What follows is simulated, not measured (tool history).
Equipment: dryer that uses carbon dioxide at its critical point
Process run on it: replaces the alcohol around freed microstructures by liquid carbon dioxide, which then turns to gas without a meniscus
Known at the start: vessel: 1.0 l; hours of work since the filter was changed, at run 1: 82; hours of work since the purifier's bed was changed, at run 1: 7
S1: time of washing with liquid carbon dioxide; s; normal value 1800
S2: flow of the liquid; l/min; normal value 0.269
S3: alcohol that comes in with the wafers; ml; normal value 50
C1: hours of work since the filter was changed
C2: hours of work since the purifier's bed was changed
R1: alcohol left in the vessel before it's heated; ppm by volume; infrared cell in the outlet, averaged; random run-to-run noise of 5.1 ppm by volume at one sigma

| run | hour | S1 | S2 | S3 | C1 | C2 | R1 |
|---|---|---|---|---|---|---|---|
| 1 | 0 | 1800 | 0.269 | 50 | 82 | 7 | 68 |
| 2 | 16.2 | 1440 | 0.269 | 50 | 88 | 13 | 226 |
| 3 | 28.2 | 1800 | 0.269 | 49 | 93 | 17 | 60 |
| 4 | 47.7 | 1800 | 0.269 | 49 | 100 | 25 | 58 |
| 5 | 66.4 | 1620 | 0.269 | 50 | 107 | 31 | 123 |
| 6 | 77.9 | 1620 | 0.269 | 50 | 111 | 36 | 125 |
| 7 | 96.6 | 1620 | 0.269 | 50 | 118 | 43 | 135 |
| 8 | 115 | 1080 | 0.269 | 50 | 125 | 49 | 880 |
| 9 | 130.2 | 1080 | 0.212 | 50 | 130 | 55 | 2178 |
| 10 | 149 | 1800 | 0.269 | 46 | 137 | 62 | 68 |
| 11 | 164.8 | 1800 | 0.269 | 25 | 143 | 68 | 51 |
| 12 | 182 | 1800 | 0.269 | 50 | 149 | 74 | 72 |
| 13 | 203 | 1800 | 0.269 | 50 | 157 | 82 | 79 |
| 14 | 212.9 | 1800 | 0.269 | 50 | 161 | 86 | 77 |
| 15 | 223.8 | 1800 | 0.269 | 117 | 165 | 90 | 166 |
| 16 | 245.6 | 1800 | 0.269 | 59 | 173 | 98 | 90 |
| 17 | 269.5 | 1800 | 0.269 | 59 | 182 | 107 | 91 |
| 18 | 290.6 | 1800 | 0.173 | 50 | 190 | 114 | 825 |
| 19 | 306.4 | 1800 | 0.173 | 50 | 195 | 120 | 827 |
| 20 | 327.5 | 1800 | 0.261 | 50 | 203 | 128 | 104 |
| 21 | 343.8 | 1800 | 0.261 | 50 | 209 | 134 | 97 |
| 22 | 363.9 | 1800 | 0.261 | 107 | 217 | 141 | 207 |
| 23 | 376 | 1800 | 0.261 | 107 | 221 | 146 | 202 |
| 24 | 387.8 | 1860 | 0.272 | 107 | 226 | 150 | 137 |
| 25 | 409.2 | 1860 | 0.382 | 114 | 233 | 158 | 37 |
| 26 | 433.3 | 2220 | 0.339 | 23 | 242 | 167 | 28 |
| 27 | 443.1 | 2220 | 0.168 | 32 | 246 | 171 | 272 |
| 28 | 463.6 | 2040 | 0.316 | 75 | 254 | 178 | 41 |
| 29 | 481 | 1740 | 0.17 | 24 | 260 | 185 | 552 |
| 30 | 498.9 | 1740 | 0.17 | 24 | 267 | 191 | 561 |
| 31 | 521.9 | 2160 | 0.269 | 30 | 275 | 200 | 45 |
| 32 | 545.3 | 1800 | 0.255 | 33 | 284 | 208 | 100 |
| 33 | 556.9 | 1800 | 0.255 | 64 | 288 | 213 | 174 |
| 34 | 571.3 | 1440 | 0.298 | 83 | 293 | 218 | 273 |
| 35 | 588.8 | 2160 | 0.399 | 82 | 300 | 225 | 35 |
| 36 | 609.3 | 2760 | 0.238 | 50 | 307 | 232 | 30 |
| 37 | 620.4 | 1320 | 0.323 | 76 | 312 | 236 | 266 |
| 38 | 643.9 | 1440 | 0.294 | 50 | 320 | 245 | 210 |
| 39 | 661 | 1200 | 0.36 | 26 | 327 | 251 | 110 |
| 40 | 683.2 | 1800 | 0.186 | 35 | 335 | 259 | 490 |
|  | 696 | inlet filter changed |
| 41 | 706.8 | 1800 | 0.176 | 85 | 4 | 268 | 1092 |
| 42 | 725.2 | 1800 | 0.392 | 29 | 11 | 275 | 37 |
| 43 | 740.2 | 1680 | 0.269 | 50 | 16 | 280 | 108 |
| 44 | 757.8 | 1680 | 0.269 | 50 | 23 | 287 | 115 |
| 45 | 777.1 | 1560 | 0.397 | 76 | 30 | 294 | 45 |
| 46 | 800.6 | 1800 | 0.269 | 45 | 39 | 303 | 92 |

Here are 5 independent what-if runs from the current tool condition. What would each one return?
| A | 811.3 | 1800 | 0.269 | 70 | 43 | 306 | ? |
| B | 811.3 | 2340 | 0.174 | 50 | 43 | 306 | ? |
| C | 811.3 | 1800 | 0.3 | 50 | 43 | 306 | ? |
| D | 811.3 | 2520 | 0.265 | 35 | 43 | 306 | ? |
| E | 811.3 | 1380 | 0.365 | 21 | 43 | 306 | ? |

| run | R1 |
|---|---|
| A | 120 |
| B | 230 |
| C | 66 |
| D | 43 |
| E | 50 |
With no hidden state in the tool, these same runs would have given:
| run | R1 |
|---|---|
| A | 79 |
| B | 183 |
| C | 29 |
| D | 7 |
| E | 14 |
